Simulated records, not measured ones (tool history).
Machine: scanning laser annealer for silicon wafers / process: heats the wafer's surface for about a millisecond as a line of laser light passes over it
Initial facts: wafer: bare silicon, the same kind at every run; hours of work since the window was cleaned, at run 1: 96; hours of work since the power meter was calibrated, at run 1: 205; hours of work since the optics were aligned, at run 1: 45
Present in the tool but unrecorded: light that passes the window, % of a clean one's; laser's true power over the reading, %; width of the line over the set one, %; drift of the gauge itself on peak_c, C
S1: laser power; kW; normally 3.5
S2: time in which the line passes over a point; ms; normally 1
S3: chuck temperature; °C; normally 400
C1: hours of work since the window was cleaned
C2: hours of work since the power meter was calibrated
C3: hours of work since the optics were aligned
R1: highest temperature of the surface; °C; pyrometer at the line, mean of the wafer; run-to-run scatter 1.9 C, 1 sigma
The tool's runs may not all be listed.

| run | hour | S1 | S2 | S3 | C1 | C2 | C3 | R1 |
|---|---|---|---|---|---|---|---|---|
| 1 | 0 | 3.5 | 1 | 400 | 96 | 205 | 45 | 1168 |
| 2 | 4.6 | 3.5 | 1 | 400 | 99 | 207 | 47 | 1168 |
| 3 | 12.1 | 3.5 | 1 | 400 | 103 | 212 | 52 | 1167 |
| 4 | 19.7 | 3.5 | 1 | 400 | 108 | 216 | 56 | 1168 |
| 5 | 26 | 3.5 | 1.11 | 400 | 111 | 219 | 60 | 1215 |
| 6 | 32.2 | 3.5 | 1.11 | 400 | 115 | 223 | 63 | 1220 |
| 7 | 42.9 | 3.5 | 1.11 | 400 | 121 | 229 | 69 | 1217 |
| 8 | 48.6 | 3.5 | 1.11 | 400 | 124 | 232 | 72 | 1215 |
| 9 | 58 | 3.5 | 1.05 | 400 | 129 | 237 | 78 | 1190 |
| 10 | 68.1 | 3.5 | 1.05 | 400 | 135 | 243 | 83 | 1186 |
| 11 | 73.8 | 3.5 | 0.81 | 400 | 138 | 246 | 86 | 1081 |
| 12 | 78.3 | 3.5 | 1.16 | 400 | 141 | 249 | 89 | 1237 |
| 13 | 86.9 | 3.5 | 1.16 | 400 | 146 | 254 | 94 | 1235 |
| 14 | 91.8 | 3.54 | 1.16 | 400 | 148 | 257 | 97 | 1246 |
| 15 | 100.1 | 3.599 | 1.21 | 381 | 153 | 261 | 101 | 1258 |
|  | 106.1 | optics aligned, line set to its width |
| 16 | 111.9 | 3.555 | 1.21 | 400 | 157 | 265 | 3 | 1266 |
| 17 | 121.1 | 3.555 | 1.21 | 400 | 162 | 270 | 8 | 1268 |
| 18 | 127.2 | 3.5 | 0.89 | 379 | 166 | 274 | 12 | 1096 |
| 19 | 131.8 | 3.5 | 1.14 | 409 | 168 | 276 | 14 | 1233 |
| 20 | 137.6 | 3.646 | 0.8 | 408 | 171 | 280 | 18 | 1115 |
| 21 | 143.7 | 3.22 | 0.9 | 390 | 175 | 283 | 21 | 1043 |

Table of differences, measured result less the result of that run with no hidden state. Run-to-run variation is the same in both. Gauge scatter possibly is not:
| run | R1 |
|---|---|
| 1 | -7 |
| 2 | -7 |
| 3 | -6 |
| 4 | -7 |
| 5 | -7 |
| 6 | -7 |
| 7 | -8 |
| 8 | -8 |
| 9 | -8 |
| 10 | -8 |
| 11 | -7 |
| 12 | -9 |
| 13 | -9 |
| 14 | -10 |
| 15 | -11 |
| 16 | -11 |
| 17 | -10 |
| 18 | -9 |
| 19 | -11 |
| 20 | -10 |
| 21 | -9 |
